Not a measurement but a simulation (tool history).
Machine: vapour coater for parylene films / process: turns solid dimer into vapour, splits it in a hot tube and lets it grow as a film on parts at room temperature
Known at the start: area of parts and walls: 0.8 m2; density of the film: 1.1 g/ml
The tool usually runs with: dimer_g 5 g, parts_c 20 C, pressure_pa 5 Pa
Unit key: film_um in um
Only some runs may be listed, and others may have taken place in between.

run,day,dimer_g,parts_c,pressure_pa,film_um
1,0,5,20,5,2.63
2,2.717,5,20,5,2.601
3,5.358,5,20,5,2.584
4,7.388,5,20,5,2.584
5,9.275,5,20,5,2.57
6,11.792,5,20,5,2.576
7,14.279,5,20,5,2.544
8,16.304,5,20,5,2.526
9,17.967,5,14,5,2.994
10,19.383,5,14,5,3.002
11,21.488,4,20,5,2.008
12,22.842,3,24,3.6,1.437
13,25.162,3,24,3.6,1.422
14,26.704,3,24,3.6,1.409
15,28.108,3,24,8.86,1.214
# day 29.129: trap's valve overhauled
16,29.758,3,24,8.86,1.284
17,32.046,3,24,8.86,1.274
18,33.775,5,20,9,2.36
19,35.662,5,29,11.75,1.75
20,38.458,4,20,4.41,2.134

Each row is a separate what-if for the run after 20, all from the same tool condition, not one after another. Results?
A,40.079,3,21,7.87,?
B,40.079,4,12,4.41,?
C,40.079,4,25,11.85,?
D,40.079,5,13,5,?

run,film_um
A,1.403
B,2.66
C,1.541
D,3.161
Had the tool no hidden state, the same runs would have come out as:
run,film_um
A,1.415
B,2.682
C,1.553
D,3.187
